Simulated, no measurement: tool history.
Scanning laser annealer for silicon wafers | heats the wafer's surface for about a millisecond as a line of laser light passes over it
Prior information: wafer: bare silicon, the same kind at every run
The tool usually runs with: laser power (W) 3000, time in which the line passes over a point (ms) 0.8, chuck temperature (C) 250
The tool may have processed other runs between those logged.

run   hour  laser power (W)  time in which the line passes over a point (ms)  chuck temperature (C)  highest temperature of the surface (C)
  1      0             3000                                              0.8                    250                                    1048
  2    6.4             3000                                            0.735                    250                                    1016
  3   16.8             3000                                            0.735                    250                                    1017
  4   28.3             3034                                              0.8                    250                                    1058
  5   36.5             3034                                              0.8                    250                                    1056
  6     42             3042                                              0.8                    250                                    1057
  7   52.3             3042                                              0.8                    250                                    1059
  8   57.4             3042                                              0.8                    250                                    1058
  9   65.4             3042                                              0.8                    250                                    1059
 10   78.3             3000                                              0.8                    250                                    1081
 11     89             3000                                              0.8                    250                                    1080
 12     98             3000                                              0.8                    250                                    1077
 13  106.4             3000                                              0.8                    250                                    1079
 14  112.5             3000                                              0.8                    250                                    1080
 15  123.4             3000                                            0.587                    217                                     914
 16  134.3             2689                                            0.726                    232                                     941
 17  144.9             3296                                            0.565                    250                                     992
 18  155.8             3296                                            0.565                    250                                     994
 19  164.5             3296                                            0.565                    250                                     991
 20  174.4             3002                                            0.587                    242                                     938
 21  182.8             3002                                            0.785                    239                                    1061
 22  192.2             3000                                            0.608                    213                                     922
 23  197.7             3216                                              0.8                    250                                    1129
 24  205.9             3080                                              0.8                    270                                    1115
 25    217             3060                                             0.94                    211                                    1134
 26  228.1             3168                                              0.8                    270                                    1139
 27  237.8             3083                                            0.802                    288                                    1138
 28  249.1             3083                                            0.802                    288                                    1135

Taken out of this log: 1 entry between the listed runs. Where each belongs, and how the hidden state differs across it:
In the gap between runs 9 and 10: window over the wafer cleaned (hour 73.8)
  light that passes the window, % of a clean one's: 95.28 -> 99.55; laser's true power over the reading, %: 0.22 -> 0.23; width of the line over the set one, %: 1.55 -> 1.57
  measured minus no-state result, highest temperature of the surface (C): -39 -> -6
